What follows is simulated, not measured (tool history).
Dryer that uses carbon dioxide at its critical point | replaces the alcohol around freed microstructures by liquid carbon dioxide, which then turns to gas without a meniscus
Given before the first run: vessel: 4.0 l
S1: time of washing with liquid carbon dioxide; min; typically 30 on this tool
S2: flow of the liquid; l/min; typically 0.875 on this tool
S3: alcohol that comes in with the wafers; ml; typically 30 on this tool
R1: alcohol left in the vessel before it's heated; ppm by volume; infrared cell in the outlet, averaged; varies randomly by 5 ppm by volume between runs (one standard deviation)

run    hour  S1     S2   S3   R1
  1     0.0  30  0.875   30  209
  2    28.1  30  0.875   30  213
  3    67.7  29  0.875   30  226
       71.5  -- inlet filter changed
  4   126.5  29  0.875   30  204
  5   160.7  30  0.549   30  328
  6   214.4  30  0.549   30  349
  7   251.9  30  0.875   30  223
  8   282.1  30  0.875   30  219
  9   334.0  30  0.875   30  225
 10   361.8  30  0.875   44  233
 11   399.9  30  0.875   44  255
 12   457.0  30  1.032   44  237
 13   502.4  30  1.032   44  237
 14   551.9  30  1.032   44  243
 15   582.8  30  1.032   44  252
 16   610.8  30  1.032   44  261
      640.9  -- inlet filter changed
 17   662.7  30  1.032   44  246
      691.8  -- purifier's bed changed
 18   707.2  30  1.032   44   13
 19   750.2  30  1.072   30   15
 20   798.8  30  0.875   30   37
 21   841.8  30  0.875   30   42
 22   891.0  30  0.931   30   44
 23   927.6  30  0.931   30   38
 24   958.2  30  0.931   30   45
 25  1011.6  30  0.931   30   61
 26  1043.4  25  0.722   72  405
 27  1080.1  35  0.875   48   68
 28  1110.6  28  0.875   30   92
 29  1157.7  28  0.875   30  103
 30  1206.9  40  0.875   90   74
     1215.5  -- inlet filter changed
 31  1259.4  40  0.875   90   75
 32  1303.2  40  0.875   90   80
 33  1335.3  30  0.684   23  116
 34  1373.4  30  0.684   23  137
 35  1422.2  38  1.267   44   74
 36  1474.9  30  0.875   33  113
 37  1519.4  20  1.085   94  290
 38  1551.3  30  0.899   30  114
 39  1607.3  40  0.950  103  111
 40  1653.6  36  1.095   36  108
 41  1707.1  36  1.095   36  119
 42  1757.5  36  1.095   36  119
     1785.6  -- inlet filter changed
 43  1806.9  21  0.875   30  221
 44  1841.5  30  1.159   43  135
 45  1887.9  30  1.159   43  142
 46  1944.4  30  1.159   43  150
 47  1989.6  30  1.159   43  147

Table of differences, measured result less the result of that run with no hidden state. Run-to-run variation is the same in both. Gauge scatter possibly is not:
Hidden state present: flow that reaches the vessel past the clogged filter, %; alcohol in the recycled carbon dioxide, ppm; drift of the gauge itself on alcohol_ppm, %.
run    R1
  1  +191
  2  +194
  3  +209
  4  +183
  5  +201
  6  +219
  7  +202
  8  +204
  9  +212
 10  +220
 11  +228
 12  +227
 13  +231
 14  +231
 15  +243
 16  +251
 17  +236
 18    +2
 19    +7
 20   +17
 21   +22
 22   +26
 23   +31
 24   +37
 25   +43
 26  +195
 27   +53
 28   +70
 29   +79
 30   +70
 31   +60
 32   +64
 33   +76
 34   +86
 35   +74
 36   +96
 37  +169
 38  +102
 39  +104
 40  +102
 41  +110
 42  +117
 43  +123
 44  +127
 45  +131
 46  +137
 47  +140
